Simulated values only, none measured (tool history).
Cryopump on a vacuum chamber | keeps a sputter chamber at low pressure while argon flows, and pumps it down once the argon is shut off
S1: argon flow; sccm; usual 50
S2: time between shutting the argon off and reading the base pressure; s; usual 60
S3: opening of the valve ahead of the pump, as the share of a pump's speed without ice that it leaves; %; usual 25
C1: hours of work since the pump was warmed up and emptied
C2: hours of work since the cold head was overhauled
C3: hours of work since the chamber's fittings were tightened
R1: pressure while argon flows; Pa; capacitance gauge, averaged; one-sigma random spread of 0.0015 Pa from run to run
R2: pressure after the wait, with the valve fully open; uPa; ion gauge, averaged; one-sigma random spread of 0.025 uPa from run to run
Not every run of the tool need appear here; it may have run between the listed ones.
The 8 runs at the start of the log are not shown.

run 9 hour=165.0 | S1=27 S2=60 S3=25 | C1=465 C2=465 C3=896 | R1=0.1932 R2=1.57
run 10 hour=176.6 | S1=50 S2=60 S3=25 | C1=473 C2=473 C3=904 | R1=0.3568 R2=1.58
run 11 hour=194.4 | S1=50 S2=60 S3=23 | C1=486 C2=486 C3=916 | R1=0.3865 R2=1.57
run 12 hour=213.8 | S1=50 S2=60 S3=23 | C1=499 C2=499 C3=929 | R1=0.3845 R2=1.57
run 13 hour=233.1 | S1=50 S2=60 S3=25 | C1=512 C2=512 C3=942 | R1=0.3569 R2=1.60
run 14 hour=246.3 | S1=50 S2=60 S3=25 | C1=521 C2=521 C3=951 | R1=0.3564 R2=1.59
run 15 hour=267.1 | S1=50 S2=60 S3=25 | C1=535 C2=535 C3=966 | R1=0.3529 R2=1.57
run 16 hour=289.8 | S1=20 S2=60 S3=25 | C1=551 C2=551 C3=981 | R1=0.1427 R2=1.61
run 17 hour=306.3 | S1=20 S2=60 S3=25 | C1=562 C2=562 C3=993 | R1=0.1430 R2=1.61
run 18 hour=323.3 | S1=20 S2=60 S3=25 | C1=574 C2=574 C3=1004 | R1=0.1424 R2=1.66
run 19 hour=349.4 | S1=32 S2=60 S3=33 | C1=592 C2=592 C3=1022 | R1=0.1759 R2=1.73
run 20 hour=364.4 | S1=25 S2=23 S3=56 | C1=602 C2=602 C3=1032 | R1=0.0837 R2=2.73
run 21 hour=380.9 | S1=25 S2=23 S3=56 | C1=613 C2=613 C3=1044 | R1=0.0828 R2=2.81
run 22 hour=406.6 | S1=31 S2=23 S3=50 | C1=631 C2=631 C3=1061 | R1=0.1151 R2=2.77
run 23 hour=420.9 | S1=31 S2=23 S3=50 | C1=641 C2=641 C3=1071 | R1=0.1165 R2=2.82
run 24 hour=443.9 | S1=31 S2=248 S3=30 | C1=657 C2=657 C3=1087 | R1=0.1886 R2=1.20
run 25 hour=457.6 | S1=50 S2=60 S3=47 | C1=666 C2=666 C3=1096 | R1=0.1984 R2=1.69
run 26 hour=473.7 | S1=31 S2=24 S3=51 | C1=677 C2=677 C3=1107 | R1=0.1139 R2=2.68
run 27 hour=497.6 | S1=44 S2=26 S3=24 | C1=693 C2=693 C3=1124 | R1=0.3301 R2=2.59

Run 28 is up next; what results do you expect?
run 28 hour=511.2 | S1=44 S2=26 S3=24 | C1=703 C2=703 C3=1133 | R1=? R2=?

{"run 28": {"R1": 0.329, "R2": 2.68}}
Take away the tool's hidden state, keep the run-to-run variation as it was, and the same run would have given R1 0.3164 Pa, R2 1.87 uPa.
